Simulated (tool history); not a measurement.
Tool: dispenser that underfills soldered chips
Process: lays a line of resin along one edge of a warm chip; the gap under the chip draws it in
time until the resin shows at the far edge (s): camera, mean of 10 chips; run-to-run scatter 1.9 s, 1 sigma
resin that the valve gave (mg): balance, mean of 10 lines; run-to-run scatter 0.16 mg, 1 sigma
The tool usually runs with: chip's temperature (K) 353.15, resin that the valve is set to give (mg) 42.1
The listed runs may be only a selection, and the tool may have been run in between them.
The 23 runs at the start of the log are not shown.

run	hour	chip's temperature (K)	resin that the valve is set to give (mg)	hours of work since the syringe was changed	hours of work since the valve was cleaned	hours of work since the stage was calibrated	time until the resin shows at the far edge (s)	resin that the valve gave (mg)
# hour 76.5: new syringe of resin
24	79.2	367.15	48.9	2	92	185	120.5	47.44
25	82.8	347.15	42.1	5	95	187	269.4	40.98
26	85.4	347.15	42.1	7	97	189	284.8	40.81
27	89.5	347.15	37.6	10	100	193	326.7	36.2
# hour 91.7: new syringe of resin
28	94.4	355.15	48.6	2	104	196	180.2	47.07
29	97.5	352.15	44.4	4	106	198	216.9	43.03
30	101.1	348.15	49.7	7	109	201	272.2	48.21
31	103.3	349.15	36.6	9	111	203	288.3	35.46
32	106.3	340.15	47.4	11	113	205	416.8	45.86
# hour 106.9: new syringe of resin
33	108.8	358.15	37.7	1	115	207	166.7	36.16
34	111.1	340.15	37.8	3	117	209	343.5	36.3
35	115.6	359.15	37.4	7	120	212	189.4	36.04
36	119.1	347.15	53.2	9	123	215	310.9	50.8
37	121.4	347.15	53.2	11	124	217	314.8	50.93

3 options for the next run, each taken on its own from the tool as it stands now. Forecast them:
# hour 122: new syringe of resin
A	126.2	340.15	42.1	3	128	220	?	?
# hour 122: new syringe of resin
B	126.2	355.15	42.1	3	128	220	?	?
# hour 122: new syringe of resin
C	126.2	365.15	53.2	3	128	220	?	?

run	time until the resin shows at the far edge (s)	resin that the valve gave (mg)
A	333.8	39.85
B	190.3	40.15
C	131.1	51.2
With the hidden condition removed and each run's random variation left untouched, the same runs would have given:
run	time until the resin shows at the far edge (s)	resin that the valve gave (mg)
A	314.1	41.59
B	178.4	41.9
C	123.1	53.43
